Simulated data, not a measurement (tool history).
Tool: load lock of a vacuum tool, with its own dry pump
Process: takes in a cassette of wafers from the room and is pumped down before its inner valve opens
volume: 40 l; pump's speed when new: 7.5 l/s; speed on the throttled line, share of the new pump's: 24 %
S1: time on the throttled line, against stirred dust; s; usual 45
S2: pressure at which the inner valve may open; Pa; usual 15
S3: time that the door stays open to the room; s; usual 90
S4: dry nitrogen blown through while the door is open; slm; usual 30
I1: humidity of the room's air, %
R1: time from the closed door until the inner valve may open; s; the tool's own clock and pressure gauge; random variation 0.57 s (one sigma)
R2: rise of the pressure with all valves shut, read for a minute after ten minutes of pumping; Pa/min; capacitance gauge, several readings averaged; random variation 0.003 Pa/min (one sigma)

run 1 hour=0.0 | S1=45 S2=15 S3=90 S4=30 | I1=42.9 | R1=82.9 R2=0.062
run 2 hour=91.5 | S1=45 S2=15 S3=90 S4=30 | I1=48.3 | R1=82.4 R2=0.066
run 3 hour=204.6 | S1=45 S2=15 S3=90 S4=30 | I1=48.1 | R1=82.6 R2=0.068
run 4 hour=286.0 | S1=45 S2=15 S3=90 S4=30 | I1=43.2 | R1=82.8 R2=0.066
run 5 hour=353.8 | S1=45 S2=15 S3=90 S4=30 | I1=45.1 | R1=81.7 R2=0.070
run 6 hour=454.0 | S1=41 S2=15 S3=90 S4=30 | I1=47.8 | R1=80.4 R2=0.079
run 7 hour=532.0 | S1=41 S2=15 S3=90 S4=30 | I1=45.7 | R1=80.2 R2=0.076
run 8 hour=613.6 | S1=45 S2=15 S3=90 S4=11 | I1=40.8 | R1=83.9 R2=0.085
run 9 hour=664.3 | S1=45 S2=15 S3=90 S4=11 | I1=46.9 | R1=82.7 R2=0.092
run 10 hour=730.0 | S1=45 S2=15 S3=90 S4=11 | I1=44.5 | R1=83.2 R2=0.089
run 11 hour=835.9 | S1=82 S2=12 S3=169 S4=43 | I1=41.0 | R1=111.9 R2=0.086
run 12 hour=912.1 | S1=45 S2=15 S3=52 S4=30 | I1=46.8 | R1=83.1 R2=0.085
run 13 hour=974.4 | S1=71 S2=15 S3=90 S4=30 | I1=43.9 | R1=102.6 R2=0.086
run 14 hour=1034.0 | S1=71 S2=15 S3=90 S4=30 | I1=46.5 | R1=102.7 R2=0.090
run 15 hour=1141.6 | S1=45 S2=23 S3=146 S4=30 | I1=44.6 | R1=80.4 R2=0.095
run 16 hour=1246.6 | S1=76 S2=20 S3=37 S4=12 | I1=45.5 | R1=105.5 R2=0.093
run 17 hour=1328.5 | S1=76 S2=16 S3=37 S4=12 | I1=43.7 | R1=106.8 R2=0.093
run 18 hour=1422.6 | S1=76 S2=16 S3=37 S4=12 | I1=47.2 | R1=106.1 R2=0.105

Forecast each of these 5 alternatives for the next run:
run A hour=1481.5 | S1=45 S2=22 S3=90 S4=30 | I1=41.4 | R1=? R2=?
run B hour=1481.5 | S1=70 S2=16 S3=37 S4=15 | I1=46.5 | R1=? R2=?
run C hour=1481.5 | S1=76 S2=16 S3=37 S4=13 | I1=48.9 | R1=? R2=?
run D hour=1481.5 | S1=45 S2=15 S3=58 S4=39 | I1=43.3 | R1=? R2=?
run E hour=1481.5 | S1=76 S2=29 S3=37 S4=26 | I1=40.3 | R1=? R2=?

run=A R1=81.7 R2=0.099
run=B R1=100.5 R2=0.098
run=C R1=106.9 R2=0.100
run=D R1=83.3 R2=0.095
run=E R1=102.1 R2=0.094
Without the tool's hidden state the same runs would have given:
run=A R1=79.8 R2=0.019
run=B R1=98.7 R2=0.016
run=C R1=105.3 R2=0.019
run=D R1=81.3 R2=0.013
run=E R1=100.8 R2=0.012

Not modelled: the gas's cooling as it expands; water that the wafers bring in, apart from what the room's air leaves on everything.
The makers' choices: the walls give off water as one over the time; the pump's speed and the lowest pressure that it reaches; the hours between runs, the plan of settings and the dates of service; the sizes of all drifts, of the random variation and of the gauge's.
